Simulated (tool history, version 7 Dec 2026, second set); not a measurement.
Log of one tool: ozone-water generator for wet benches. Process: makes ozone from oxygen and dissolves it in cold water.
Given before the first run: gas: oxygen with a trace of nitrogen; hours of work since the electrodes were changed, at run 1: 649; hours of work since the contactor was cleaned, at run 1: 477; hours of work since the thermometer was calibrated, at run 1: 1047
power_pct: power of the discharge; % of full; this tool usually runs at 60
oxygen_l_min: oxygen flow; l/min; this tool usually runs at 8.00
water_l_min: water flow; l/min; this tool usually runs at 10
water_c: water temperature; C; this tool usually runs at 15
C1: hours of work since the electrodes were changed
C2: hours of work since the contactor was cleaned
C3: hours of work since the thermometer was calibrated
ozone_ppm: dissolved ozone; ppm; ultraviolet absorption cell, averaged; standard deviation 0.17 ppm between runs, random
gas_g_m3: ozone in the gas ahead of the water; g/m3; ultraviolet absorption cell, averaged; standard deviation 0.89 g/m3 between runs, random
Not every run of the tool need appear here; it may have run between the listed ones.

run 1 hour=0.0 | power_pct=60 oxygen_l_min=8.00 water_l_min=10 water_c=15 | C1=649 C2=477 C3=1047 | ozone_ppm=23.6 gas_g_m3=144.0
run 2 hour=35.0 | power_pct=60 oxygen_l_min=8.00 water_l_min=10 water_c=15 | C1=674 C2=502 C3=1073 | ozone_ppm=23.3 gas_g_m3=145.0
run 3 hour=72.3 | power_pct=60 oxygen_l_min=6.92 water_l_min=10 water_c=15 | C1=702 C2=530 C3=1100 | ozone_ppm=23.7 gas_g_m3=156.0
run 4 hour=111.8 | power_pct=60 oxygen_l_min=8.00 water_l_min=8 water_c=15 | C1=731 C2=559 C3=1129 | ozone_ppm=26.9 gas_g_m3=145.1
run 5 hour=141.6 | power_pct=60 oxygen_l_min=8.00 water_l_min=10 water_c=15 | C1=753 C2=581 C3=1151 | ozone_ppm=23.3 gas_g_m3=143.8
run 6 hour=175.9 | power_pct=60 oxygen_l_min=8.00 water_l_min=10 water_c=15 | C1=778 C2=606 C3=1176 | ozone_ppm=23.2 gas_g_m3=144.9
run 7 hour=218.7 | power_pct=60 oxygen_l_min=8.00 water_l_min=10 water_c=15 | C1=809 C2=637 C3=1208 | ozone_ppm=23.0 gas_g_m3=143.4
run 8 hour=274.9 | power_pct=58 oxygen_l_min=8.00 water_l_min=10 water_c=12 | C1=851 C2=678 C3=1249 | ozone_ppm=24.1 gas_g_m3=140.3
-- hour=283.5 contactor cleaned
run 9 hour=309.9 | power_pct=72 oxygen_l_min=13.65 water_l_min=11 water_c=14 | C1=873 C2=19 C3=1272 | ozone_ppm=21.8 gas_g_m3=123.3

What does the tool deliver on the next run?
run 10 hour=347.9 | power_pct=72 oxygen_l_min=9.61 water_l_min=16 water_c=16 | C1=901 C2=47 C3=1300 | ozone_ppm=? gas_g_m3=?

Logged for run 10: ozone_ppm 17.4 ppm, gas_g_m3 148.0 g/m3.
With no hidden state in the tool, this same run would have given ozone_ppm 18.4 ppm, gas_g_m3 150.5 g/m3.

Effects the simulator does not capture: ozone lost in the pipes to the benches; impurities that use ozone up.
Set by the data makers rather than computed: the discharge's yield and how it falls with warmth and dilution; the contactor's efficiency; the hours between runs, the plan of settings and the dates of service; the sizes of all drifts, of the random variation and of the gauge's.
